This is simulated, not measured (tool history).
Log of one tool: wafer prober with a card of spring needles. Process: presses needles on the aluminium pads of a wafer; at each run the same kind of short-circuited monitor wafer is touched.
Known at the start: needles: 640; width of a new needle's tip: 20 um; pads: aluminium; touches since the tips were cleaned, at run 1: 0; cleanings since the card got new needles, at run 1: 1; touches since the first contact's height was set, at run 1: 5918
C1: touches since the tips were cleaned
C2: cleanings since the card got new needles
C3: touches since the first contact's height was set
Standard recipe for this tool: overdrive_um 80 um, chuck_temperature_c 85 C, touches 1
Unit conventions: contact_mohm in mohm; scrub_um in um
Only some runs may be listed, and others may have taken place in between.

run 1 day=0.000 | overdrive_um=80 chuck_temperature_c=85 touches=1 | C1=0 C2=1 C3=5918 | contact_mohm=264 scrub_um=9.76
-- day=0.462 tips cleaned on abrasive film
-- day=0.925 tips cleaned on abrasive film
-- day=1.388 tips cleaned on abrasive film
run 2 day=1.717 | overdrive_um=80 chuck_temperature_c=85 touches=1 | C1=4975 C2=4 C3=31912 | contact_mohm=263 scrub_um=9.76
-- day=1.812 tips cleaned on abrasive film
-- day=2.275 tips cleaned on abrasive film
-- day=2.646 tips cleaned on abrasive film
-- day=3.021 tips cleaned on abrasive film
run 3 day=3.021 | overdrive_um=80 chuck_temperature_c=85 touches=1 | C1=0 C2=8 C3=51584 | contact_mohm=261 scrub_um=9.70
-- day=3.483 tips cleaned on abrasive film
-- day=3.946 tips cleaned on abrasive film
-- day=4.408 tips cleaned on abrasive film
-- day=4.871 tips cleaned on abrasive film
run 4 day=5.117 | overdrive_um=80 chuck_temperature_c=85 touches=1 | C1=3728 C2=12 C3=83324 | contact_mohm=268 scrub_um=9.71
-- day=5.304 tips cleaned on abrasive film
-- day=5.767 tips cleaned on abrasive film
-- day=6.229 tips cleaned on abrasive film
-- day=6.688 tips cleaned on abrasive film
run 5 day=6.688 | overdrive_um=80 chuck_temperature_c=85 touches=1 | C1=0 C2=16 C3=107065 | contact_mohm=266 scrub_um=9.69
-- day=7.150 tips cleaned on abrasive film
-- day=7.612 tips cleaned on abrasive film
-- day=8.079 tips cleaned on abrasive film
-- day=8.471 tips cleaned on abrasive film
run 6 day=8.471 | overdrive_um=80 chuck_temperature_c=85 touches=1 | C1=0 C2=20 C3=133998 | contact_mohm=265 scrub_um=9.71
-- day=8.933 tips cleaned on abrasive film
-- day=9.396 tips cleaned on abrasive film
-- day=9.858 tips cleaned on abrasive film
-- day=10.238 height of the first contact set anew
-- day=10.333 tips cleaned on abrasive film
run 7 day=10.650 | overdrive_um=80 chuck_temperature_c=85 touches=1 | C1=4813 C2=24 C3=6214 | contact_mohm=265 scrub_um=9.70
-- day=10.746 tips cleaned on abrasive film
-- day=11.208 tips cleaned on abrasive film
-- day=11.579 tips cleaned on abrasive film
-- day=12.042 tips cleaned on abrasive film
-- day=12.412 tips cleaned on abrasive film
run 8 day=12.508 | overdrive_um=80 chuck_temperature_c=85 touches=1 | C1=1439 C2=29 C3=34279 | contact_mohm=264 scrub_um=9.66
-- day=12.788 tips cleaned on abrasive film
-- day=13.250 tips cleaned on abrasive film
-- day=13.712 tips cleaned on abrasive film
-- day=14.175 tips cleaned on abrasive film
-- day=14.642 tips cleaned on abrasive film
run 9 day=14.829 | overdrive_um=83 chuck_temperature_c=85 touches=1 | C1=2913 C2=34 C3=69410 | contact_mohm=264 scrub_um=10.02
-- day=15.021 tips cleaned on abrasive film
-- day=15.483 tips cleaned on abrasive film
-- day=15.946 tips cleaned on abrasive film
-- day=16.408 tips cleaned on abrasive film
run 10 day=16.454 | overdrive_um=83 chuck_temperature_c=85 touches=1 | C1=688 C2=38 C3=93925 | contact_mohm=260 scrub_um=10.03
-- day=16.825 tips cleaned on abrasive film
-- day=17.288 tips cleaned on abrasive film
run 11 day=17.508 | overdrive_um=80 chuck_temperature_c=85 touches=2 | C1=3395 C2=40 C3=109932 | contact_mohm=265 scrub_um=9.63
-- day=17.696 tips cleaned on abrasive film
-- day=18.162 tips cleaned on abrasive film
-- day=18.625 tips cleaned on abrasive film
-- day=19.088 tips cleaned on abrasive film
run 12 day=19.333 | overdrive_um=80 chuck_temperature_c=85 touches=1 | C1=3730 C2=44 C3=137483 | contact_mohm=266 scrub_um=9.66
-- day=19.521 tips cleaned on abrasive film
-- day=19.892 tips cleaned on abrasive film
-- day=20.354 tips cleaned on abrasive film
run 13 day=20.688 | overdrive_um=80 chuck_temperature_c=85 touches=1 | C1=5074 C2=47 C3=157970 | contact_mohm=269 scrub_um=9.63
-- day=20.783 tips cleaned on abrasive film
-- day=20.888 height of the first contact set anew
-- day=21.167 tips cleaned on abrasive film
-- day=21.629 tips cleaned on abrasive film
-- day=22.092 tips cleaned on abrasive film
-- day=22.462 tips cleaned on abrasive film
run 14 day=22.708 | overdrive_um=80 chuck_temperature_c=85 touches=1 | C1=3744 C2=52 C3=27566 | contact_mohm=269 scrub_um=9.60
-- day=22.896 tips cleaned on abrasive film
-- day=23.358 tips cleaned on abrasive film
-- day=23.821 tips cleaned on abrasive film
-- day=24.196 tips cleaned on abrasive film
-- day=24.658 tips cleaned on abrasive film
-- day=25.071 tips cleaned on abrasive film
run 15 day=25.071 | overdrive_um=73 chuck_temperature_c=107 touches=1 | C1=0 C2=58 C3=63267 | contact_mohm=271 scrub_um=8.75
-- day=25.538 tips cleaned on abrasive film
-- day=25.908 tips cleaned on abrasive film
-- day=26.371 tips cleaned on abrasive film
-- day=26.833 tips cleaned on abrasive film
run 16 day=27.004 | overdrive_um=80 chuck_temperature_c=107 touches=1 | C1=2612 C2=62 C3=92503 | contact_mohm=273 scrub_um=9.57
-- day=27.283 tips cleaned on abrasive film
-- day=27.654 tips cleaned on abrasive film
-- day=28.117 tips cleaned on abrasive film
run 17 day=28.375 | overdrive_um=92 chuck_temperature_c=107 touches=1 | C1=3925 C2=65 C3=113243 | contact_mohm=270 scrub_um=11.02
-- day=28.562 tips cleaned on abrasive film
-- day=28.933 tips cleaned on abrasive film
-- day=29.304 tips cleaned on abrasive film
run 18 day=29.617 | overdrive_um=66 chuck_temperature_c=36 touches=1 | C1=4775 C2=68 C3=132032 | contact_mohm=256 scrub_um=7.90
-- day=29.712 tips cleaned on abrasive film
-- day=30.179 tips cleaned on abrasive film
-- day=30.642 tips cleaned on abrasive film
run 19 day=30.746 | overdrive_um=82 chuck_temperature_c=79 touches=1 | C1=1633 C2=71 C3=149078 | contact_mohm=267 scrub_um=9.76
-- day=31.025 tips cleaned on abrasive film
-- day=31.492 tips cleaned on abrasive film
-- day=31.504 height of the first contact set anew
run 20 day=31.800 | overdrive_um=68 chuck_temperature_c=85 touches=1 | C1=4549 C2=73 C3=4549 | contact_mohm=270 scrub_um=8.16
-- day=31.896 tips cleaned on abrasive film
-- day=32.267 tips cleaned on abrasive film
-- day=32.729 tips cleaned on abrasive film
-- day=33.196 tips cleaned on abrasive film
-- day=33.658 tips cleaned on abrasive film
-- day=34.121 tips cleaned on abrasive film
run 21 day=34.121 | overdrive_um=68 chuck_temperature_c=85 touches=1 | C1=0 C2=79 C3=39558 | contact_mohm=269 scrub_um=8.09
-- day=34.583 tips cleaned on abrasive film
-- day=35.046 tips cleaned on abrasive film
run 22 day=35.283 | overdrive_um=68 chuck_temperature_c=85 touches=1 | C1=3648 C2=81 C3=57218 | contact_mohm=272 scrub_um=8.10
-- day=35.471 tips cleaned on abrasive film
-- day=35.842 tips cleaned on abrasive film
-- day=36.308 tips cleaned on abrasive film
-- day=36.771 tips cleaned on abrasive film
run 23 day=36.904 | overdrive_um=68 chuck_temperature_c=85 touches=1 | C1=2073 C2=85 C3=81711 | contact_mohm=273 scrub_um=8.09
-- day=37.183 tips cleaned on abrasive film
-- day=37.646 tips cleaned on abrasive film
-- day=38.112 tips cleaned on abrasive film
-- day=38.575 tips cleaned on abrasive film
run 24 day=38.783 | overdrive_um=68 chuck_temperature_c=35 touches=1 | C1=3197 C2=89 C3=110131 | contact_mohm=253 scrub_um=8.10
-- day=38.971 tips cleaned on abrasive film
-- day=39.342 tips cleaned on abrasive film
-- day=39.804 tips cleaned on abrasive film
-- day=40.271 tips cleaned on abrasive film
-- day=40.733 tips cleaned on abrasive film
run 25 day=40.938 | overdrive_um=68 chuck_temperature_c=35 touches=1 | C1=3156 C2=94 C3=142716 | contact_mohm=255 scrub_um=8.10
-- day=41.125 tips cleaned on abrasive film
-- day=41.500 tips cleaned on abrasive film
-- day=41.938 tips cleaned on abrasive film
run 26 day=41.938 | overdrive_um=68 chuck_temperature_c=35 touches=1 | C1=0 C2=97 C3=157797 | contact_mohm=258 scrub_um=8.06
-- day=42.133 height of the first contact set anew
-- day=42.417 tips cleaned on abrasive film
-- day=42.692 gauge calibrated
-- day=42.879 tips cleaned on abrasive film
-- day=43.317 tips cleaned on abrasive film
run 27 day=43.317 | overdrive_um=68 chuck_temperature_c=35 touches=1 | C1=0 C2=100 C3=17815 | contact_mohm=256 scrub_um=8.30

3 options for the next run, each taken on its own from the tool as it stands now. Forecast them:
-- day=43.779 tips cleaned on abrasive film
-- day=44.242 tips cleaned on abrasive film
-- day=44.704 tips cleaned on abrasive film
-- day=45.167 tips cleaned on abrasive film
run A day=45.467 | overdrive_um=68 chuck_temperature_c=80 touches=1 | C1=4557 C2=104 C3=50396 | contact_mohm=? scrub_um=?
-- day=43.779 tips cleaned on abrasive film
-- day=44.242 tips cleaned on abrasive film
-- day=44.704 tips cleaned on abrasive film
-- day=45.167 tips cleaned on abrasive film
run B day=45.467 | overdrive_um=65 chuck_temperature_c=35 touches=1 | C1=4557 C2=104 C3=50396 | contact_mohm=? scrub_um=?
-- day=43.779 tips cleaned on abrasive film
-- day=44.242 tips cleaned on abrasive film
-- day=44.704 tips cleaned on abrasive film
-- day=45.167 tips cleaned on abrasive film
run C day=45.467 | overdrive_um=68 chuck_temperature_c=118 touches=1 | C1=4557 C2=104 C3=50396 | contact_mohm=? scrub_um=?

run=A contact_mohm=272 scrub_um=8.30
run=B contact_mohm=256 scrub_um=7.95
run=C contact_mohm=276 scrub_um=8.28
With the hidden condition removed and each run's random variation left untouched, the same runs would have given:
run=A contact_mohm=271 scrub_um=8.32
run=B contact_mohm=255 scrub_um=7.96
run=C contact_mohm=275 scrub_um=8.30
